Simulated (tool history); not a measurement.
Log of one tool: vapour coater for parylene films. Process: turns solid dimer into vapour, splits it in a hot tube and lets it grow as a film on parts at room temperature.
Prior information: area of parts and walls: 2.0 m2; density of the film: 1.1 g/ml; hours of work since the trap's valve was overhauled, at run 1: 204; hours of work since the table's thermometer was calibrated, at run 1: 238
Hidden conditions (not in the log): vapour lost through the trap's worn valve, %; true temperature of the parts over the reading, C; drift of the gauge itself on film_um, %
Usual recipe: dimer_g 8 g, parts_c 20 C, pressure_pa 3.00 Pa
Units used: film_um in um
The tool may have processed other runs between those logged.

run	day	dimer_g	parts_c	pressure_pa	hours of work since the trap's valve was overhauled	hours of work since the table's thermometer was calibrated	film_um
1	0.000	8	20	3.00	204	238	2.44
2	0.554	8	20	3.00	212	245	2.44
3	0.958	9	20	3.00	217	251	2.74
4	1.767	8	27	3.00	228	262	1.89
5	2.650	8	20	5.52	240	274	2.24
6	3.417	8	20	5.52	250	284	2.25
7	4.267	8	20	5.52	262	295	2.28
8	5.129	8	20	5.52	273	307	2.27
9	5.558	8	20	5.52	279	313	2.25
10	6.092	8	20	3.00	286	320	2.38
11	6.800	8	16	3.00	296	329	2.73
12	7.217	8	20	3.00	301	335	2.38
13	7.662	8	20	3.00	307	341	2.39
14	8.483	8	20	7.48	318	352	2.14
# day 8.733: trap's valve overhauled
15	9.321	8	26	7.48	8	361	1.72
16	9.892	8	26	7.48	16	369	1.72
17	10.296	8	26	7.48	21	374	1.69
18	11.046	8	20	3.00	31	384	2.28
19	11.892	8	20	3.00	42	395	2.30
20	12.508	8	20	3.00	51	404	2.30
21	12.921	8	19	3.00	56	409	2.32
22	13.575	8	19	3.00	65	418	2.35
# day 14.088: trap's valve overhauled, once more
23	14.342	8	19	3.00	3	426	2.63
24	15.267	5	19	9.13	16	438	1.44
25	15.825	3	21	3.37	23	446	0.89
26	16.579	8	15	10.96	33	456	2.63
27	17.138	9	20	3.00	41	464	2.86
28	17.733	8	29	3.75	49	472	1.84
29	18.479	8	20	2.28	59	482	2.57
30	19.192	8	20	2.28	69	491	2.58
31	19.704	8	20	2.28	75	498	2.55
32	20.367	8	20	5.09	84	507	2.39
33	21.017	3	13	7.82	93	516	1.10
34	21.488	3	23	2.03	99	522	0.87
35	21.904	3	23	2.03	105	528	0.88
36	22.512	10	23	2.03	113	536	2.94
37	23.371	4	30	2.03	125	547	0.92
38	23.900	8	24	2.02	132	554	2.23
39	24.683	8	24	2.02	142	565	2.26
40	25.571	6	28	3.00	154	577	1.42
41	26.308	11	20	3.00	164	587	3.42
42	26.750	11	20	4.62	170	593	3.21
43	27.521	5	14	4.62	180	603	1.81
44	28.358	5	14	4.62	192	614	1.79
45	29.154	3	13	8.55	202	625	1.02
46	29.575	8	16	2.33	208	631	2.89

3 ways to go on from here, each from the tool as it stands after run 46. What would each give?
A	30.296	8	22	3.00	218	640	?
B	30.296	8	17	8.24	218	640	?
C	30.296	8	19	2.33	218	640	?

run	film_um
A	2.32
B	2.46
C	2.59
Without the tool's hidden state the same runs would have given:
run	film_um
A	2.40
B	2.55
C	2.68
